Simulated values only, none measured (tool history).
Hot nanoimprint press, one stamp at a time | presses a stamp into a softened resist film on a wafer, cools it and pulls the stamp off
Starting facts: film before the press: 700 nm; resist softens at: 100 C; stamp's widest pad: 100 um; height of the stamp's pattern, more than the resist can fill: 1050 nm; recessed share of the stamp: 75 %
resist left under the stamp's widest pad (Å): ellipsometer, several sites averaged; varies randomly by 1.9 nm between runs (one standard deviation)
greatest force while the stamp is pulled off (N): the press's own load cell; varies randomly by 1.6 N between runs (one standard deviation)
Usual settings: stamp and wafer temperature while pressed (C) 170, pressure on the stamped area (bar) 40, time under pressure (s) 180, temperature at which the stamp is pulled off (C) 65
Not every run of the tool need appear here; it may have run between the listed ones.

run     day  stamp and wafer temperature while pressed (C)  pressure on the stamped area (bar)  time under pressure (s)  temperature at which the stamp is pulled off (C)  resist left under the stamp's widest pad (Å)  greatest force while the stamp is pulled off (N)
  1       0                                            170                                  40                      180                                                65                                          3260                                               100
  2    2.35                                            170                                  40                      180                                                65                                          3265                                               109
  3   4.708                                            161                                  40                      180                                                65                                          4420                                               108
  4   7.483                                            161                                  40                      180                                                65                                          4407                                               112
      9.725  -- stamp cleaned and given a new release coat
  5   9.733                                            161                                  40                      180                                                65                                          4449                                               101
  6  12.338                                            161                                  40                      180                                                65                                          4501                                                98
     12.804  -- plate thermocouple calibrated
  7  15.429                                            177                                54.3                      180                                                65                                          2449                                               106
  8  17.325                                            178                                34.3                      219                                                62                                          2662                                               114
     19.208  -- plate thermocouple calibrated, once more
  9  20.458                                            168                                34.3                      219                                                62                                          3366                                               113
 10  24.162                                            168                                34.3                      219                                                62                                          3423                                               119

Here are 5 independent what-if runs from the current tool condition. What would each one return?
     26.146  -- stamp cleaned and given a new release coat
  A  26.196                                            182                                  40                      218                                                51                                             ?                                                 ?
     26.146  -- stamp cleaned and given a new release coat
  B  26.196                                            170                                34.8                      237                                                71                                             ?                                                 ?
     26.146  -- stamp cleaned and given a new release coat
  C  26.196                                            170                                44.4                      180                                                65                                             ?                                                 ?
     26.146  -- stamp cleaned and given a new release coat
  D  26.196                                            170                                51.2                      324                                                73                                             ?                                                 ?
     26.146  -- stamp cleaned and given a new release coat
  E  26.196                                            162                                44.1                      303                                                65                                             ?                                                 ?

run  resist left under the stamp's widest pad (Å)  greatest force while the stamp is pulled off (N)
  A                                          2007                                               122
  B                                          3107                                                87
  C                                          3141                                                97
  D                                          2312                                                81
  E                                          3393                                                96
With the hidden condition removed and each run's random variation left untouched, the same runs would have given:
run  resist left under the stamp's widest pad (Å)  greatest force while the stamp is pulled off (N)
  A                                          1869                                               121
  B                                          2928                                                86
  C                                          2925                                                96
  D                                          2119                                                80
  E                                          3163                                                95
